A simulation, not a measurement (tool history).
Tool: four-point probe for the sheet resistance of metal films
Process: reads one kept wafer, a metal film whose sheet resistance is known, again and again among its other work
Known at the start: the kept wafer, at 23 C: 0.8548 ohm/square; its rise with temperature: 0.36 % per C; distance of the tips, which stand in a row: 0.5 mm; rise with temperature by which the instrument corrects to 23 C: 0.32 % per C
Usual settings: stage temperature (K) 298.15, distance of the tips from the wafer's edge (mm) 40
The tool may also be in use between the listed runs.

run	hour	stage temperature (K)	distance of the tips from the wafer's edge (mm)	sheet resistance as the instrument gives it (ohm/square)
1	0.0	298.15	40	0.860664
2	73.2	298.15	40	0.860736
3	134.3	298.15	40	0.861193
4	196.1	298.15	40	0.861349
5	254.0	298.15	21	0.861564
6	312.4	298.15	21	0.861766
7	369.5	294.15	40	0.860160
8	406.0	298.15	40	0.861805
9	450.0	298.15	25	0.862125
10	517.2	298.15	25	0.862255
11	572.7	298.15	25	0.862480
# hour 577.7: stage's thermometer calibrated
12	612.3	298.15	25	0.861949
13	670.7	303.15	21	0.863809
14	710.7	296.15	50	0.861260
15	778.6	296.15	50	0.861167
# hour 833.2: stage's thermometer calibrated, once more
16	836.1	296.15	50	0.863206
17	927.3	292.15	5	0.866185
18	1017.0	293.15	70	0.861854
19	1100.1	303.15	23	0.866008
20	1159.5	306.15	7	0.869339
21	1218.6	298.15	10	0.865317

4 ways to go on from here, each from the tool as it stands after run 21. What would each give?
A	1286.0	307.15	6	?
B	1286.0	294.15	26	?
C	1286.0	305.15	11	?
D	1286.0	303.15	7	?

run	sheet resistance as the instrument gives it (ohm/square)
A	0.870577
B	0.863159
C	0.867690
D	0.868189
Without the tool's hidden state the same runs would have given:
run	sheet resistance as the instrument gives it (ohm/square)
A	0.861562
B	0.854230
C	0.858705
D	0.859202
